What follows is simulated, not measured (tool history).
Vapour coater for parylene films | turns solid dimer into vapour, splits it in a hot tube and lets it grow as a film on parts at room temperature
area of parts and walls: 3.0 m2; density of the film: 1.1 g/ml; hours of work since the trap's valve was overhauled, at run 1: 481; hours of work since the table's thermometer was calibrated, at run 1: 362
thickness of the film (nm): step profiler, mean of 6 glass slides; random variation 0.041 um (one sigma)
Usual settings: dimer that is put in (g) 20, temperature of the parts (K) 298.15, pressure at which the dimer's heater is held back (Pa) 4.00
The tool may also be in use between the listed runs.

run,hour,dimer that is put in (g),temperature of the parts (K),pressure at which the dimer's heater is held back (Pa),hours of work since the trap's valve was overhauled,hours of work since the table's thermometer was calibrated,thickness of the film (nm)
1,0.0,20,298.15,4.00,481,362,4380
2,33.5,20,298.15,4.00,497,378,4340
3,66.8,20,298.15,4.00,512,393,4370
4,83.7,20,298.15,4.00,520,401,4340
5,118.9,20,298.15,4.00,537,418,4400
6,141.2,20,298.15,4.00,547,428,4340
7,176.9,20,298.15,2.24,564,445,4620
8,200.0,20,298.15,2.24,575,456,4590
9,229.0,20,298.15,2.24,588,470,4630
10,259.6,20,297.15,6.30,603,484,4470
11,275.1,11,292.15,11.17,610,491,2880
# hour 291.8: trap's valve overhauled
12,299.3,9,294.15,10.06,4,501,2130
13,324.1,9,301.15,7.68,15,512,1660
14,354.8,9,301.15,7.68,30,527,1670
15,387.6,15,298.15,6.41,45,542,3190
16,404.7,9,308.15,2.55,53,550,1420

Run 17 comes next. What will it give?
17,429.9,9,308.15,2.55,65,562,?

{"run 17": {"thickness of the film (nm)": 1390}}
Without the tool's hidden state the same run would have given thickness of the film (nm) 1390.

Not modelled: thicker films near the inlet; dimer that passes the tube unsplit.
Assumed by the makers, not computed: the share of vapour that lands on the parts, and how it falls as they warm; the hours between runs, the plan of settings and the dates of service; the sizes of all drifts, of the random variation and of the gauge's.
